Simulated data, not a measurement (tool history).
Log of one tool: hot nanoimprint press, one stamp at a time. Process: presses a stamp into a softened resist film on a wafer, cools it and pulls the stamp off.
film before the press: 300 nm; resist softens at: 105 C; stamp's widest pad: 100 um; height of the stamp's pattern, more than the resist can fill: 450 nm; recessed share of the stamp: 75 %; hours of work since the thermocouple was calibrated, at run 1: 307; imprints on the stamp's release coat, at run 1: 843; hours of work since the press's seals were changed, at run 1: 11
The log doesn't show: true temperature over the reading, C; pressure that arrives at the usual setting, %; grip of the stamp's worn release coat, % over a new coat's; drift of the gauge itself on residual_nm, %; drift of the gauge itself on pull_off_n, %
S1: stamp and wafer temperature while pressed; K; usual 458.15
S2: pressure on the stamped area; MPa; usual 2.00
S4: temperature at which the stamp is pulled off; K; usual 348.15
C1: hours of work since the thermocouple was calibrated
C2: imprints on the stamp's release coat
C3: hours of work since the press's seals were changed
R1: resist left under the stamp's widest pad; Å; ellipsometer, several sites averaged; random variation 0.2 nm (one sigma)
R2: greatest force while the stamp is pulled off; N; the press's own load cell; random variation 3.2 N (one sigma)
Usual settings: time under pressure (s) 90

Run 1, hour 0.0: usual settings; C1 307; C2 843; C3 11. Result: R1 1314 Å, R2 228 N.
Run 2, hour 16.9: usual settings; C1 320; C2 891; C3 23. Result: R1 1310 Å, R2 228 N.
Run 3, hour 29.1: usual settings; C1 329; C2 926; C3 32. Result: R1 1308 Å, R2 229 N.
Run 4, hour 41.2: usual settings but S4 342.15 K; C1 338; C2 961; C3 41. Result: R1 1311 Å, R2 254 N.
Run 5, hour 60.3: usual settings but S4 342.15 K; C1 353; C2 1015; C3 56. Result: R1 1310 Å, R2 250 N.
Run 6, hour 81.9: usual settings; C1 369; C2 1077; C3 72. Result: R1 1311 Å, R2 238 N.
Run 7, hour 102.1: usual settings but time under pressure (s) 68; C1 384; C2 1135; C3 87. Result: R1 1452 Å, R2 236 N.
Run 8, hour 116.4: usual settings but S1 464.15 K, S2 1.57 MPa, time under pressure (s) 68; C1 394; C2 1175; C3 98. Result: R1 1302 Å, R2 239 N.
Run 9, hour 135.4: usual settings but S1 448.15 K, time under pressure (s) 68; C1 409; C2 1230; C3 112. Result: R1 2032 Å, R2 254 N.
At hour 144.5: plate thermocouple calibrated.
Run 10, hour 157.7: usual settings but S1 456.15 K, time under pressure (s) 54, S4 346.15 K; C1 10; C2 1285; C3 126. Result: R1 1743 Å, R2 247 N.
Run 11, hour 173.4: usual settings but S1 456.15 K, S2 2.89 MPa, time under pressure (s) 63, S4 346.15 K; C1 22; C2 1330; C3 138. Result: R1 1431 Å, R2 256 N.
Run 12, hour 183.0: usual settings but S1 456.15 K, S2 2.54 MPa, time under pressure (s) 141, S4 349.15 K; C1 29; C2 1357; C3 145. Result: R1 1103 Å, R2 252 N.
Run 13, hour 204.0: usual settings but S1 465.15 K, S2 1.23 MPa, time under pressure (s) 141, S4 349.15 K; C1 45; C2 1418; C3 161. Result: R1 1085 Å, R2 248 N.

Some steps in R1 between neighbouring runs. How much of each would the tool show without its hidden state too (settings, what came in, random variation), and how much is left for the hidden state, with any gauge scatter that isn't in both results?
Run 8 -> 9: S1 464.15 -> 448.15, S2 1.57 -> 2.00. R1 +730 Å: hidden state -17, all else +747.
Run 9 -> 10: S1 448.15 -> 456.15, time under pressure (s) 68 -> 54, S4 348.15 -> 346.15, plate thermocouple calibrated. R1 -289 Å: hidden state +67, all else -356.
